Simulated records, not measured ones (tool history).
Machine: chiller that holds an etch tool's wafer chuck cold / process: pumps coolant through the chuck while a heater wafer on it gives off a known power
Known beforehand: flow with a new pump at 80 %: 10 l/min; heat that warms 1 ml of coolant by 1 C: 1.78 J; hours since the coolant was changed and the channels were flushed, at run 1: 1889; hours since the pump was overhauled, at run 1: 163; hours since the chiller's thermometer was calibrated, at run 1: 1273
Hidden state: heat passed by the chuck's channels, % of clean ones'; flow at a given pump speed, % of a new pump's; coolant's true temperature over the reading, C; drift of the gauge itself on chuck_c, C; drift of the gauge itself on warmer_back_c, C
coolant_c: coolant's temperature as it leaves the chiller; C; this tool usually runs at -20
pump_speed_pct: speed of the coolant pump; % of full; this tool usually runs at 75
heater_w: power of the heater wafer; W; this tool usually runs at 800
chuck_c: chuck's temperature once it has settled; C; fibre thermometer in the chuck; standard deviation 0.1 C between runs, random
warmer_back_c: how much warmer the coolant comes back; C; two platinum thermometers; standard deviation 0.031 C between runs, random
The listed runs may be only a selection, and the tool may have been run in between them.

run     day  coolant_c  pump_speed_pct  heater_w  hours since the coolant was changed and the channels were flushed  hours since the pump was overhauled  hours since the chiller's thermometer was calibrated  chuck_c  warmer_back_c
  1   0.000        -20              75       800                                                               1889                                  163                                                  1273    -14.0           2.89
  2   5.625        -20              75       800                                                               2024                                  298                                                  1408    -14.0           2.83
  3   8.904        -20              75       800                                                               2103                                  376                                                  1487    -14.0           2.93
  4  14.412        -20              75       800                                                               2235                                  509                                                  1619    -14.0           2.83
  5  18.883        -20              75       800                                                               2342                                  616                                                  1727    -14.1           2.88
     19.171  -- chiller's thermometer calibrated
  6  23.458        -20              75       654                                                               2451                                  725                                                   103    -15.1           2.35
  7  26.842        -24              75       800                                                               2532                                  806                                                   184    -18.0           2.92
     29.854  -- chiller's thermometer calibrated, once more
  8  32.162        -20              84       800                                                               2659                                  933                                                    55    -14.6           2.59
  9  36.133        -20              84       800                                                               2754                                 1028                                                   151    -14.7           2.60
 10  38.479        -16              75       457                                                               2810                                 1084                                                   207    -12.5           1.68
 11  40.796        -15              77       776                                                               2866                                 1140                                                   263     -9.5           2.76
 12  46.367        -11              70       995                                                               3000                                 1273                                                   396     -3.2           3.82
 13  50.629        -11              70       995                                                               3102                                 1376                                                   499     -3.0           3.88
 14  54.121        -13              78       988                                                               3186                                 1459                                                   582     -5.8           3.54

Below are 5 alternative next runs, each starting from the tool's condition after run 14. Predict each:
  A  59.375        -20              75       520                                                               3312                                 1586                                                   708        ?              ?
  B  59.375        -22              82       538                                                               3312                                 1586                                                   708        ?              ?
  C  59.375        -15              78       988                                                               3312                                 1586                                                   708        ?              ?
  D  59.375        -13              86       988                                                               3312                                 1586                                                   708        ?              ?
  E  59.375        -15              78       480                                                               3312                                 1586                                                   708        ?              ?

run  chuck_c  warmer_back_c
  A    -16.0           1.88
  B    -18.2           1.81
  C     -7.7           3.43
  D     -6.2           3.19
  E    -11.6           1.70
Without the tool's hidden state the same runs would have given:
run  chuck_c  warmer_back_c
  A    -16.4           1.83
  B    -18.5           1.77
  C     -8.2           3.35
  D     -6.8           3.11
  E    -11.9           1.66
